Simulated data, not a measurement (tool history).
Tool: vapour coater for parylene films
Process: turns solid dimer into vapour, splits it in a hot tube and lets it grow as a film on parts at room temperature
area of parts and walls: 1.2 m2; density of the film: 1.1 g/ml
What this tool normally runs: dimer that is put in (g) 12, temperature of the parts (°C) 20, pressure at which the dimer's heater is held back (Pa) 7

| run | day | dimer that is put in (g) | temperature of the parts (°C) | pressure at which the dimer's heater is held back (Pa) | thickness of the film (µm) |
|---|---|---|---|---|---|
| 1 | 0 | 12 | 20 | 7 | 4.8 |
| 2 | 2.35 | 12 | 20 | 7 | 4.81 |
| 3 | 4.571 | 12 | 20 | 7 | 4.76 |
| 4 | 6.433 | 12 | 20 | 7 | 4.7 |
| 5 | 8.704 | 12 | 31 | 7 | 3.15 |
| 6 | 10.529 | 12 | 31 | 7 | 3.15 |
| 7 | 12.346 | 12 | 31 | 7 | 3.18 |
| 8 | 14.783 | 12 | 31 | 7 | 3.13 |
| 9 | 17.217 | 12 | 20 | 2.95 | 5.26 |
| 10 | 18.6 | 12 | 20 | 7 | 4.64 |
| 11 | 20.058 | 12 | 20 | 7 | 4.66 |
| 12 | 22.162 | 12 | 20 | 2.44 | 5.37 |
| 13 | 23.279 | 12 | 20 | 2.44 | 5.31 |
| 14 | 24.7 | 12 | 20 | 5.58 | 4.83 |
| 15 | 26.246 | 12 | 20 | 5.58 | 4.79 |
|  | 26.554 | trap's valve overhauled |
|  | 26.596 | table's thermometer calibrated |
| 16 | 28.604 | 10 | 16 | 6.87 | 4.41 |
| 17 | 30.117 | 8 | 20 | 4.48 | 3.2 |
| 18 | 31.367 | 8 | 20 | 4.48 | 3.2 |
| 19 | 32.483 | 7 | 13 | 5.31 | 3.54 |
| 20 | 34.392 | 7 | 13 | 5.31 | 3.52 |
| 21 | 35.662 | 7 | 13 | 5.31 | 3.53 |
| 22 | 37.65 | 7 | 13 | 5.31 | 3.53 |
| 23 | 38.888 | 7 | 13 | 5.31 | 3.5 |
| 24 | 40.912 | 7 | 23 | 7 | 2.34 |
| 25 | 43.325 | 12 | 20 | 6.96 | 4.47 |
| 26 | 44.388 | 12 | 20 | 6.96 | 4.48 |
| 27 | 45.742 | 7 | 24 | 11.17 | 2.1 |
| 28 | 47.962 | 7 | 29 | 2.97 | 2.08 |
| 29 | 49.338 | 9 | 12 | 5.94 | 4.56 |

Below are 4 alternative next runs, each starting from the tool's condition after run 29. Predict each:
| A | 50.758 | 6 | 20 | 7 | ? |
| B | 50.758 | 15 | 17 | 2.19 | ? |
| C | 50.758 | 7 | 29 | 2.5 | ? |
| D | 50.758 | 16 | 20 | 7 | ? |

| run | thickness of the film (µm) |
|---|---|
| A | 2.19 |
| B | 7.14 |
| C | 2.09 |
| D | 5.93 |
The same runs, with their run-to-run variation unchanged, on a tool lacking any hidden condition would have given:
| run | thickness of the film (µm) |
|---|---|
| A | 2.27 |
| B | 7.37 |
| C | 2.16 |
| D | 6.12 |

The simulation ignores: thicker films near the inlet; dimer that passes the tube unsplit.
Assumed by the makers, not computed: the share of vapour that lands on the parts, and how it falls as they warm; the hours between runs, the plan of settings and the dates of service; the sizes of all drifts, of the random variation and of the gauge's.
